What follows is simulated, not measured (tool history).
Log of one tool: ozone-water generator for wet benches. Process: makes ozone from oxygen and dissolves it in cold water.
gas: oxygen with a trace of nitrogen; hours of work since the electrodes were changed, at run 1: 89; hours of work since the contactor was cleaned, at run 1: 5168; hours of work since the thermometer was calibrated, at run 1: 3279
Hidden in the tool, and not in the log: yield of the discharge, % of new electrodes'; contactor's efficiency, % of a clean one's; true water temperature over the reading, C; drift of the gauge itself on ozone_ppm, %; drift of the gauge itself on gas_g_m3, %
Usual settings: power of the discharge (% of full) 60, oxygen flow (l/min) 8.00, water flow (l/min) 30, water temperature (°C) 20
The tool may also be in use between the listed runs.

run    hour  power of the discharge (% of full)  oxygen flow (l/min)  water flow (l/min)  water temperature (°C)  hours of work since the electrodes were changed  hours of work since the contactor was cleaned  hours of work since the thermometer was calibrated  dissolved ozone (ppm)  ozone in the gas ahead of the water (g/m3)
  1     0.0                                  60                 8.00                  30                      20                                               89                                           5168                                                3279                   20.9                                       209.3
  2    40.1                                  60                 8.00                  30                      20                                              116                                           5195                                                3307                   21.0                                       208.0
  3    77.4                                  60                 8.00                  30                      20                                              142                                           5220                                                3332                   20.8                                       208.4
  4   107.9                                  60                 8.00                  30                      20                                              163                                           5241                                                3353                   21.1                                       209.9
  5   177.3                                  60                 8.00                  30                      19                                              210                                           5289                                                3400                   21.4                                       207.2
  6   207.8                                  60                 8.00                  30                      15                                              231                                           5309                                                3421                   22.2                                       208.2
  7   241.1                                  59                 8.00                  30                      20                                              254                                           5332                                                3444                   20.9                                       207.6
  8   305.2                                  60                 8.00                  30                      20                                              297                                           5376                                                3488                   21.1                                       210.6
  9   337.3                                  60                 8.00                  43                      20                                              319                                           5398                                                3510                   15.4                                       207.5
 10   370.5                                  60                 8.00                  43                      20                                              342                                           5420                                                3532                   15.5                                       207.3
 11   428.5                                  60                 8.00                  43                      20                                              381                                           5460                                                3572                   15.5                                       206.8
 12   495.9                                  60                 8.00                  30                      21                                              427                                           5506                                                3618                   20.5                                       209.8
      545.9  -- water thermometer calibrated
 13   552.3                                  60                 8.00                  30                      21                                              466                                           5544                                                   4                   20.7                                       207.0
 14   593.5                                  60                 8.00                  30                      21                                              494                                           5572                                                  32                   20.9                                       207.4
 15   655.3                                  60                 8.00                  30                      20                                              536                                           5614                                                  75                   21.2                                       206.3
 16   712.3                                  41                 8.00                  30                      20                                              575                                           5653                                                 114                   16.8                                       167.1
 17   782.4                                  49                 7.82                  30                      20                                              623                                           5701                                                 161                   18.9                                       186.7
 18   835.2                                  83                 9.16                  19                      12                                              659                                           5737                                                 197                   39.9                                       229.8
 19   878.3                                  83                 7.89                  19                      15                                              688                                           5767                                                 227                   38.8                                       248.7
 20   944.7                                  83                 7.89                  19                      15                                              733                                           5812                                                 272                   38.4                                       249.3
 21   992.8                                  83                 6.43                  42                      14                                              766                                           5845                                                 305                   19.4                                       276.1
 22  1032.4                                  60                 6.43                  18                      14                                              793                                           5872                                                 332                   33.7                                       227.7
 23  1073.6                                  62                 9.99                  24                      15                                              821                                           5900                                                 360                   27.4                                       187.8
 24  1124.8                                  53                 9.99                  35                      15                                              856                                           5935                                                 395                   18.6                                       171.2
 25  1165.1                                  53                 9.99                  35                      15                                              884                                           5962                                                 423                   18.7                                       171.2
 26  1194.0                                  90                 7.34                  30                      23                                              903                                           5982                                                 442                   25.5                                       268.0
 27  1227.0                                  90                 7.34                  30                      23                                              926                                           6005                                                 465                   25.4                                       267.0
 28  1291.2                                  90                 7.34                  30                      23                                              970                                           6048                                                 509                   25.2                                       266.4
 29  1341.7                                  60                 8.00                  25                      20                                             1004                                           6083                                                 543                   24.4                                       203.7
 30  1372.9                                  60                 6.17                  26                      20                                             1025                                           6104                                                 564                   23.4                                       230.2
     1434.1  -- gauge calibrated
 31  1434.1                                  74                 4.33                  18                      27                                             1067                                           6146                                                 606                   30.9                                       322.0
 32  1498.0                                  60                 9.87                  40                      20                                             1111                                           6190                                                 650                   16.5                                       188.4

The same runs without the tool's hidden state, with the same run-to-run variation:
run  ozone in the gas ahead of the water (g/m3)
  1                                       209.3
  2                                       208.2
  3                                       208.7
  4                                       210.4
  5                                       208.0
  6                                       209.1
  7                                       208.7
  8                                       211.9
  9                                       208.9
 10                                       208.9
 11                                       208.6
 12                                       211.9
 13                                       209.3
 14                                       210.0
 15                                       209.1
 16                                       169.5
 17                                       189.7
 18                                       233.8
 19                                       253.3
 20                                       254.3
 21                                       281.8
 22                                       232.7
 23                                       192.0
 24                                       175.2
 25                                       175.4
 26                                       274.7
 27                                       273.9
 28                                       273.6
 29                                       209.4
 30                                       236.9
 31                                       322.1
 32                                       188.7
dissolved ozone (ppm): within 0.1 of the measured result in every run.
